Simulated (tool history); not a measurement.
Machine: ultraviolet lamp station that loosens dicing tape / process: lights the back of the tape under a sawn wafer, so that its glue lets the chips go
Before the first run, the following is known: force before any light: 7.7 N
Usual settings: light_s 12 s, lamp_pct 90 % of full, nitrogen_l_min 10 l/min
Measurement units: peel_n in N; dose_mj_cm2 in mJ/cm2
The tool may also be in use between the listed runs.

Run 1, hour 0.0: usual settings. Result: peel_n 0.291 N, dose_mj_cm2 436 mJ/cm2.
Run 2, hour 4.9: usual settings. Result: peel_n 0.277 N, dose_mj_cm2 439 mJ/cm2.
Run 3, hour 10.2: usual settings. Result: peel_n 0.281 N, dose_mj_cm2 434 mJ/cm2.
Run 4, hour 19.8: usual settings but light_s 23 s. Result: peel_n 0.184 N, dose_mj_cm2 836 mJ/cm2.
Run 5, hour 28.9: usual settings but light_s 23 s. Result: peel_n 0.186 N, dose_mj_cm2 827 mJ/cm2.
Run 6, hour 37.8: usual settings but light_s 23 s. Result: peel_n 0.181 N, dose_mj_cm2 832 mJ/cm2.
Run 7, hour 47.8: usual settings. Result: peel_n 0.277 N, dose_mj_cm2 434 mJ/cm2.
Run 8, hour 52.7: usual settings. Result: peel_n 0.298 N, dose_mj_cm2 431 mJ/cm2.
Run 9, hour 59.3: usual settings. Result: peel_n 0.276 N, dose_mj_cm2 432 mJ/cm2.
Run 10, hour 66.2: usual settings. Result: peel_n 0.282 N, dose_mj_cm2 429 mJ/cm2.
Run 11, hour 72.0: usual settings but lamp_pct 73 % of full. Result: peel_n 0.405 N, dose_mj_cm2 347 mJ/cm2.
Run 12, hour 82.2: usual settings. Result: peel_n 0.283 N, dose_mj_cm2 424 mJ/cm2.
At hour 83.6: window cleaned of glue's vapour.
Run 13, hour 90.8: usual settings but lamp_pct 77 % of full. Result: peel_n 0.418 N, dose_mj_cm2 357 mJ/cm2.
Run 14, hour 96.1: usual settings. Result: peel_n 0.318 N, dose_mj_cm2 419 mJ/cm2.
Run 15, hour 104.2: usual settings. Result: peel_n 0.309 N, dose_mj_cm2 415 mJ/cm2.
Run 16, hour 112.1: usual settings. Result: peel_n 0.298 N, dose_mj_cm2 419 mJ/cm2.
Run 17, hour 117.1: usual settings. Result: peel_n 0.311 N, dose_mj_cm2 413 mJ/cm2.
At hour 120.9: window cleaned of glue's vapour, once more.
Run 18, hour 122.8: usual settings but nitrogen_l_min 4 l/min. Result: peel_n 0.549 N, dose_mj_cm2 448 mJ/cm2.
Run 19, hour 127.6: usual settings but nitrogen_l_min 4 l/min. Result: peel_n 0.549 N, dose_mj_cm2 442 mJ/cm2.
Run 20, hour 137.4: usual settings but lamp_pct 72 % of full. Result: peel_n 0.414 N, dose_mj_cm2 349 mJ/cm2.
Run 21, hour 143.9: usual settings. Result: peel_n 0.280 N, dose_mj_cm2 441 mJ/cm2.
Run 22, hour 149.4: usual settings. Result: peel_n 0.275 N, dose_mj_cm2 444 mJ/cm2.
Run 23, hour 155.7: usual settings. Result: peel_n 0.276 N, dose_mj_cm2 440 mJ/cm2.
Run 24, hour 161.5: usual settings. Result: peel_n 0.287 N, dose_mj_cm2 440 mJ/cm2.
Run 25, hour 169.3: usual settings but light_s 17 s, lamp_pct 63 % of full, nitrogen_l_min 5 l/min. Result: peel_n 0.466 N, dose_mj_cm2 436 mJ/cm2.
Run 26, hour 176.8: usual settings but light_s 17 s, lamp_pct 63 % of full, nitrogen_l_min 5 l/min. Result: peel_n 0.470 N, dose_mj_cm2 432 mJ/cm2.
Run 27, hour 183.4: usual settings but light_s 15 s, lamp_pct 64 % of full, nitrogen_l_min 19 l/min. Result: peel_n 0.245 N, dose_mj_cm2 382 mJ/cm2.
Run 28, hour 192.7: usual settings but light_s 15 s, lamp_pct 64 % of full. Result: peel_n 0.344 N, dose_mj_cm2 388 mJ/cm2.
Run 29, hour 197.1: usual settings but light_s 15 s, lamp_pct 64 % of full. Result: peel_n 0.355 N, dose_mj_cm2 389 mJ/cm2.
Run 30, hour 206.3: usual settings but light_s 21 s, nitrogen_l_min 19 l/min. Result: peel_n 0.187 N, dose_mj_cm2 762 mJ/cm2.
Run 31, hour 211.6: usual settings but lamp_pct 62 % of full, nitrogen_l_min 5 l/min. Result: peel_n 1.012 N, dose_mj_cm2 299 mJ/cm2.
Run 32, hour 220.6: usual settings but lamp_pct 62 % of full, nitrogen_l_min 5 l/min. Result: peel_n 0.953 N, dose_mj_cm2 299 mJ/cm2.
Run 33, hour 226.0: usual settings but light_s 7 s. Result: peel_n 0.808 N, dose_mj_cm2 254 mJ/cm2.
Run 34, hour 235.6: usual settings but light_s 7 s. Result: peel_n 0.806 N, dose_mj_cm2 248 mJ/cm2.
Run 35, hour 240.7: usual settings but light_s 7 s. Result: peel_n 0.781 N, dose_mj_cm2 257 mJ/cm2.
Run 36, hour 248.5: usual settings but light_s 9 s, nitrogen_l_min 8 l/min. Result: peel_n 0.571 N, dose_mj_cm2 331 mJ/cm2.
Run 37, hour 257.6: usual settings but light_s 9 s, nitrogen_l_min 6 l/min. Result: peel_n 0.761 N, dose_mj_cm2 323 mJ/cm2.
Run 38, hour 262.6: usual settings but light_s 9 s, nitrogen_l_min 6 l/min. Result: peel_n 0.764 N, dose_mj_cm2 324 mJ/cm2.
Run 39, hour 271.7: usual settings but light_s 17 s, lamp_pct 95 % of full, nitrogen_l_min 12 l/min. Result: peel_n 0.196 N, dose_mj_cm2 642 mJ/cm2.
Run 40, hour 278.9: usual settings but light_s 17 s, lamp_pct 95 % of full, nitrogen_l_min 12 l/min. Result: peel_n 0.191 N, dose_mj_cm2 644 mJ/cm2.
Run 41, hour 286.9: usual settings but light_s 7 s, lamp_pct 83 % of full, nitrogen_l_min 12 l/min. Result: peel_n 0.838 N, dose_mj_cm2 234 mJ/cm2.
Run 42, hour 292.0: usual settings but light_s 7 s, lamp_pct 83 % of full, nitrogen_l_min 12 l/min. Result: peel_n 0.847 N, dose_mj_cm2 230 mJ/cm2.
Run 43, hour 297.9: usual settings but lamp_pct 69 % of full. Result: peel_n 0.464 N, dose_mj_cm2 328 mJ/cm2.
Run 44, hour 304.9: usual settings but nitrogen_l_min 14 l/min. Result: peel_n 0.259 N, dose_mj_cm2 424 mJ/cm2.

Some steps in peel_n, run to run, broken into two amounts with sign: the step expected even without the hidden condition (settings, incoming material, random variation), and the rest, left for the hidden condition together with whatever gauge scatter is not in both the measured and the hidden-condition-free result:
Hidden state present: lamp's light, % of a new lamp's; light that the window lets through, % of a clean one's; drift of the gauge itself on peel_n, %; drift of the gauge itself on dose_mj_cm2, %.
Run 30 -> 31: light_s 21 -> 12, lamp_pct 90 -> 62, nitrogen_l_min 19 -> 5. peel_n +0.825 N: hidden state +0.125, all else +0.700.
Run 38 -> 39: light_s 9 -> 17, lamp_pct 90 -> 95, nitrogen_l_min 6 -> 12. peel_n -0.568 N: hidden state -0.113, all else -0.455.
Run 40 -> 41: light_s 17 -> 7, lamp_pct 95 -> 83. peel_n +0.647 N: hidden state +0.128, all else +0.519.
